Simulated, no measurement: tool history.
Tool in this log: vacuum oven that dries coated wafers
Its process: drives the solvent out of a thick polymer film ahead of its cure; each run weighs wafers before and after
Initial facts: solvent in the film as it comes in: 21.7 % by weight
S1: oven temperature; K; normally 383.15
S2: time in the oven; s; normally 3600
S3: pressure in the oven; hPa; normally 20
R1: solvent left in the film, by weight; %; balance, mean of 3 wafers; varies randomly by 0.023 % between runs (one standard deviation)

run    day      S1    S2    S3     R1
  1      0  383.15  3600    20   3.98
  2  0.425  383.15  3600    20   3.94
  3  0.679  383.15  3600  15.1   3.32
     1.283  -- oven's thermocouples calibrated
  4   1.35  376.15  3600  15.1   5.76
  5  1.733  376.15  3600  15.1   5.69
  6  2.254  376.15  3600  15.1   5.72
  7  2.662  376.15  3600  15.1    5.7
  8  3.104  376.15  3600  15.1   5.71
  9  3.608  376.15  3600  15.1   5.69
 10  4.125  383.15  3600    20   4.35
 11    4.4  391.15  3600    20    2.7
 12  5.004  383.15  4440    20   3.68
 13  5.571  383.15  3600    20    4.3
 14  5.946  371.15  4320  15.7   6.52
 15  6.354  374.15  3480  14.9   6.43
 16  6.658  383.15  1860    20   7.45
 17  7.125  383.15  1860    20   7.43
 18  7.562  393.15  5040  33.3   3.39
 19  7.896  378.15  2100  62.3  13.29

Run 20 has not been measured yet. What should we expect?
 20  8.467  378.15  2100  62.3   ?

{"run 20": {"R1": 13.29}}
Take away the tool's hidden state, keep the run-to-run variation as it was, and the same run would have given R1 13.59 %.
